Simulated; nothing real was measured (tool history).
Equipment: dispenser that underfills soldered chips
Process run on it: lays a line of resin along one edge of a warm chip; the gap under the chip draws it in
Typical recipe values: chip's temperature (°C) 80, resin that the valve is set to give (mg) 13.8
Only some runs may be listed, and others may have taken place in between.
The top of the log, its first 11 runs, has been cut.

run    day  chip's temperature (°C)  resin that the valve is set to give (mg)  hours of work since the syringe was changed  hours of work since the valve was cleaned  hours of work since the stage was calibrated  time until the resin shows at the far edge (s)  resin that the valve gave (mg)
 12  2.062                       80                                      11.9                                            2                                         75                                           164                                            98.4                           11.11
 13  2.275                       80                                      11.9                                            6                                         78                                           167                                           111.2                           11.24
       2.3  -- new syringe of resin
 14  2.529                       80                                      13.8                                            4                                         82                                           171                                            97.5                           13.01
     2.696  -- new syringe of resin
 15    2.7                       80                                      13.8                                            0                                         84                                           173                                              86                           12.79
     2.804  -- dispensing valve cleaned and set on the balance
 16    2.9                       80                                      13.8                                            3                                          2                                           176                                            92.2                           13.79
 17  3.033                       80                                      13.8                                            5                                          4                                           178                                           100.1                           13.74
     3.129  -- new syringe of resin
 18  3.254                       80                                      13.8                                            2                                          7                                           181                                            93.2                            13.6
 19    3.4                       83                                      13.2                                            4                                          9                                           184                                            88.3                           13.09
     3.512  -- new syringe of resin
 20  3.579                       83                                      13.2                                            1                                         12                                           186                                              80                           13.07
 21    3.7                       80                                      13.3                                            3                                         14                                           188                                            96.3                           13.06
 22  3.846                       75                                      12.2                                            5                                         16                                           190                                           133.5                           12.02
     3.908  -- new syringe of resin
 23  4.004                       75                                      12.2                                            1                                         18                                           193                                           117.2                           12.07
 24    4.2                       75                                      12.2                                            5                                         21                                           196                                             130                           11.84
     4.296  -- new syringe of resin
 25  4.425                       75                                      12.2                                            2                                         25                                           199                                           124.9                           11.96
 26  4.633                       80                                      12.3                                            5                                         28                                           203                                           110.2                           11.99
     4.683  -- new syringe of resin
 27  4.846                       92                                      14.2                                            3                                         31                                           206                                            55.4                           13.81
 28  5.021                       74                                      12.6                                            5                                         34                                           208                                           138.9                           12.28
     5.075  -- new syringe of resin
 29  5.262                       80                                      12.6                                            3                                         38                                           212                                            95.5                           12.13
     5.471  -- new syringe of resin
 30  5.529                       68                                      13.2                                            1                                         42                                           216                                             165                           12.88
 31  5.704                       76                                      13.8                                            4                                         44                                           219                                           121.7                           13.34
     5.858  -- new syringe of resin
 32  5.896                       76                                      13.8                                            1                                         47                                           222                                           106.9                           13.31
 33  6.008                       69                                      12.8                                            2                                         49                                           223                                           162.6                           12.16
     6.246  -- new syringe of resin
 34  6.254                       83                                      15.3                                            0                                         53                                           227                                            78.5                            14.7
 35  6.433                       83                                      15.3                                            3                                         55                                           230                                            84.7                           14.55
     6.629  -- new syringe of resin
 36  6.654                       78                                      17.7                                            0                                         59                                           233                                            95.5                           16.74

4 options for the next run, each taken on its own from the tool as it stands now. Forecast them:
  A  6.883                       83                                      13.8                                            4                                         62                                           237                                               ?                               ?
  B  6.883                       80                                        16                                            4                                         62                                           237                                               ?                               ?
  C  6.883                       69                                      12.2                                            4                                         62                                           237                                               ?                               ?
  D  6.883                       71                                      13.6                                            4                                         62                                           237                                               ?                               ?

run  time until the resin shows at the far edge (s)  resin that the valve gave (mg)
  A                                            86.8                           13.11
  B                                            97.7                           15.19
  C                                           172.2                           11.59
  D                                           152.1                           12.88
Without the tool's hidden state the same runs would have given:
run  time until the resin shows at the far edge (s)  resin that the valve gave (mg)
  A                                            72.2                           13.83
  B                                            81.4                           16.03
  C                                             142                           12.23
  D                                           125.9                           13.59
